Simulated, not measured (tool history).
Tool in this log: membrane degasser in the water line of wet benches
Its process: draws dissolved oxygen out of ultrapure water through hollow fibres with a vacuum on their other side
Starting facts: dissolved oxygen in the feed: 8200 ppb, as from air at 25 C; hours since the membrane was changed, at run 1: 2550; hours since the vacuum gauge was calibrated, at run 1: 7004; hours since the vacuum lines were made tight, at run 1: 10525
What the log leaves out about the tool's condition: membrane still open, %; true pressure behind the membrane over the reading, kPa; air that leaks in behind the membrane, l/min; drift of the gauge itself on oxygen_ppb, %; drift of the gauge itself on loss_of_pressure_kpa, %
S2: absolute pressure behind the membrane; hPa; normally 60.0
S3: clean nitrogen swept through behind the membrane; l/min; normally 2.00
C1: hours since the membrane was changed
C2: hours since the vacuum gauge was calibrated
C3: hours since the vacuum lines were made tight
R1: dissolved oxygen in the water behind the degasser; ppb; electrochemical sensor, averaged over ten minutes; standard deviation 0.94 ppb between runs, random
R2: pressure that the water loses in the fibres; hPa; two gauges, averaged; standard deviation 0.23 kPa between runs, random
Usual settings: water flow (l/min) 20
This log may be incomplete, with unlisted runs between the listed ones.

{"run": 1, "hour": 0.0, "water flow (l/min)": 20, "S2": 60.0, "S3": 2.0, "C1": 2550, "C2": 7004, "C3": 10525, "R1": 95.2, "R2": 574.9}
{"run": 2, "hour": 84.3, "water flow (l/min)": 13, "S2": 60.0, "S3": 2.0, "C1": 2635, "C2": 7088, "C3": 10609, "R1": 51.5, "R2": 375.4}
{"run": 3, "hour": 131.2, "water flow (l/min)": 13, "S2": 60.0, "S3": 2.0, "C1": 2682, "C2": 7135, "C3": 10656, "R1": 52.5, "R2": 370.2}
{"run": 4, "hour": 195.2, "water flow (l/min)": 15, "S2": 60.0, "S3": 2.0, "C1": 2745, "C2": 7199, "C3": 10720, "R1": 61.2, "R2": 427.3}
{"run": 5, "hour": 282.4, "water flow (l/min)": 15, "S2": 60.0, "S3": 2.0, "C1": 2833, "C2": 7286, "C3": 10807, "R1": 63.2, "R2": 430.0}
{"run": 6, "hour": 330.1, "water flow (l/min)": 20, "S2": 60.0, "S3": 2.0, "C1": 2880, "C2": 7334, "C3": 10855, "R1": 96.8, "R2": 575.7}
{"hour": 393.1, "done": "vacuum gauge calibrated"}
{"run": 7, "hour": 433.0, "water flow (l/min)": 20, "S2": 60.0, "S3": 2.0, "C1": 2983, "C2": 40, "C3": 10957, "R1": 92.1, "R2": 573.1}
{"run": 8, "hour": 500.9, "water flow (l/min)": 20, "S2": 60.0, "S3": 2.0, "C1": 3051, "C2": 108, "C3": 11025, "R1": 90.8, "R2": 576.5}
{"run": 9, "hour": 562.5, "water flow (l/min)": 20, "S2": 60.0, "S3": 2.0, "C1": 3112, "C2": 169, "C3": 11087, "R1": 91.9, "R2": 578.8}
{"run": 10, "hour": 616.4, "water flow (l/min)": 20, "S2": 60.0, "S3": 2.0, "C1": 3166, "C2": 223, "C3": 11141, "R1": 91.6, "R2": 573.6}
{"run": 11, "hour": 731.4, "water flow (l/min)": 20, "S2": 60.0, "S3": 2.0, "C1": 3281, "C2": 338, "C3": 11256, "R1": 92.3, "R2": 576.1}
{"run": 12, "hour": 839.0, "water flow (l/min)": 20, "S2": 60.0, "S3": 2.0, "C1": 3389, "C2": 446, "C3": 11363, "R1": 91.9, "R2": 571.6}
{"hour": 914.2, "done": "seals of the vacuum lines changed"}
{"run": 13, "hour": 925.0, "water flow (l/min)": 17, "S2": 60.0, "S3": 1.2, "C1": 3473, "C2": 530, "C3": 11, "R1": 103.1, "R2": 490.0}
{"run": 14, "hour": 994.7, "water flow (l/min)": 20, "S2": 118.9, "S3": 5.22, "C1": 3542, "C2": 600, "C3": 81, "R1": 104.1, "R2": 576.0}
{"run": 15, "hour": 1095.0, "water flow (l/min)": 30, "S2": 60.0, "S3": 2.78, "C1": 3643, "C2": 700, "C3": 181, "R1": 172.7, "R2": 862.2}
{"run": 16, "hour": 1144.5, "water flow (l/min)": 16, "S2": 60.0, "S3": 2.0, "C1": 3692, "C2": 749, "C3": 230, "R1": 64.1, "R2": 458.4}
{"run": 17, "hour": 1211.4, "water flow (l/min)": 20, "S2": 45.3, "S3": 1.58, "C1": 3759, "C2": 816, "C3": 297, "R1": 64.4, "R2": 574.8}
{"run": 18, "hour": 1318.6, "water flow (l/min)": 14, "S2": 42.9, "S3": 0.87, "C1": 3866, "C2": 924, "C3": 404, "R1": 45.4, "R2": 409.6}
{"run": 19, "hour": 1394.6, "water flow (l/min)": 19, "S2": 126.9, "S3": 0.87, "C1": 3942, "C2": 999, "C3": 480, "R1": 460.2, "R2": 544.8}

For some of the steps in R1 from one run to the next: how much would appear even if the tool had no hidden state, given the settings, what came in and random variation, and how much remains for the hidden state plus any gauge scatter that the measured result and the result without hidden state don't share?
Run 6 -> 7: vacuum gauge calibrated. R1 -4.7 ppb: hidden state -4.7, all else +0.0.
Run 18 -> 19: water flow (l/min) 14 -> 19, S2 42.9 -> 126.9. R1 +414.8 ppb: hidden state +1.6, all else +413.2.

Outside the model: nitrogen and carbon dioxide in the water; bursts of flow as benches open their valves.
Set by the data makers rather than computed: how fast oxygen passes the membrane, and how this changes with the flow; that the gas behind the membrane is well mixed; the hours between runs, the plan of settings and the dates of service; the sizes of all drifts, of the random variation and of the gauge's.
